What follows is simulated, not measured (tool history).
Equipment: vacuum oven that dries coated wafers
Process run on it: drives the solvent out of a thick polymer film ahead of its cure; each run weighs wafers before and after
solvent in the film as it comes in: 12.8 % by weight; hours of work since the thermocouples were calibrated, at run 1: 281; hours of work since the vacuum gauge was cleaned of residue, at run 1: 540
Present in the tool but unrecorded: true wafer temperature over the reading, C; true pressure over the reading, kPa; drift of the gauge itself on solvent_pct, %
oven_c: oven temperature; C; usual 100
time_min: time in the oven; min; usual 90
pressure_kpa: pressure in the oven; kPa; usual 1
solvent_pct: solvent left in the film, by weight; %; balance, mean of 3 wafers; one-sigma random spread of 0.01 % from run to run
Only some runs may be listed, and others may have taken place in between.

run    hour  oven_c  time_min  pressure_kpa  hours of work since the thermocouples were calibrated  hours of work since the vacuum gauge was cleaned of residue  solvent_pct
  1       0     100        90             1                                                    281                                                          540         1.82
  2    22.5     100        90             1                                                    298                                                          557         1.83
  3    54.2     100        90             1                                                    323                                                          582         1.83
  4    96.8     100        90             1                                                    356                                                          615         1.79
  5   130.7     100        90             1                                                    383                                                          642         1.79
  6   163.8     100        90             1                                                    408                                                          668          1.8
  7   190.2     100        90             1                                                    429                                                          688         1.77
  8   220.8     100        90             1                                                    453                                                          712         1.77
  9   245.8     100        90             1                                                    472                                                          731         1.77
 10   286.4     100        90             1                                                    504                                                          763         1.77
 11   331.5     100        90          1.07                                                    539                                                          798         1.77
 12   362.7     100        90             1                                                    563                                                          823         1.76
 13   410.7     100        90             1                                                    601                                                          860         1.74
 14   446.6     100        90             1                                                    629                                                          888         1.71
 15   486.2     100        90             1                                                    660                                                          919          1.7
 16   512.5     100        90             1                                                    680                                                          939          1.7
      536.9  -- oven's thermocouples calibrated
 17   547.2     100        90             1                                                      8                                                          965         1.91
 18   587.5     100        90             1                                                     39                                                          996          1.9
 19   627.7     100        90             1                                                     71                                                         1028         1.88
 20   676.1     100        90             1                                                    108                                                         1065         1.89
 21   708.6     100        90             1                                                    134                                                         1091         1.86
 22   754.4     100        90             1                                                    169                                                         1126         1.88
 23   780.4     100        90             1                                                    190                                                         1147         1.85
 24   826.1     100        90             1                                                    225                                                         1182         1.85
 25     876      95       143          1.39                                                    264                                                         1221         1.79
 26   917.6     111       143          3.27                                                    297                                                         1253         0.94
 27   966.9     100        59          2.39                                                    335                                                         1292         3.51
 28   994.7     100        59          2.39                                                    357                                                         1314         3.51
 29  1043.3     100        59          2.39                                                    395                                                         1351         3.48
 30  1077.5      98        46          0.73                                                    421                                                         1378          4.4
 31  1112.7      98        80          2.77                                                    449                                                         1405         3.11
 32  1144.8     100        46          0.86                                                    474                                                         1431          3.9
 33  1170.7     100        46          0.86                                                    494                                                         1451         3.89
 34  1211.4     100        46          0.86                                                    526                                                         1482         3.88
 35  1259.6     100        46          0.86                                                    563                                                         1520         3.85
 36  1307.9     109        71          0.76                                                    601                                                         1558          0.8
 37    1359     109        62          1.46                                                    641                                                         1597          1.2
 38  1402.5     114        46          2.41                                                    675                                                         1631         1.27
     1432.3  -- oven's thermocouples calibrated
 39    1436     114        46          2.41                                                      3                                                         1656         1.47
 40  1488.5     101        46          0.58                                                     44                                                         1697         3.84
 41  1530.9     101        74          0.82                                                     77                                                         1730         2.26
 42  1582.1     101        74          0.82                                                    117                                                         1770         2.25
 43  1605.6     100        70          3.57                                                    135                                                         1788         3.47
 44  1636.5      96        77             1                                                    159                                                         1812         3.36
 45  1685.3      87        92          0.62                                                    197                                                         1850         5.07
 46  1714.1      87       155          0.76                                                    220                                                         1873         3.28
 47    1745     100        90          1.62                                                    244                                                         1897         2.11

Each row is a separate what-if for the run after 47, all from the same tool condition, not one after another. Results?
  A  1774.4      91        90             1                                                    267                                                         1920            ?
  B  1774.4     114       124          0.97                                                    267                                                         1920            ?
  C  1774.4     102        87             1                                                    267                                                         1920            ?
  D  1774.4      86        67          0.95                                                    267                                                         1920            ?

run  solvent_pct
  A         4.11
  B         0.41
  C          1.6
  D         6.47
Without the tool's hidden state the same runs would have given:
run  solvent_pct
  A         4.11
  B         0.25
  C         1.55
  D         6.47

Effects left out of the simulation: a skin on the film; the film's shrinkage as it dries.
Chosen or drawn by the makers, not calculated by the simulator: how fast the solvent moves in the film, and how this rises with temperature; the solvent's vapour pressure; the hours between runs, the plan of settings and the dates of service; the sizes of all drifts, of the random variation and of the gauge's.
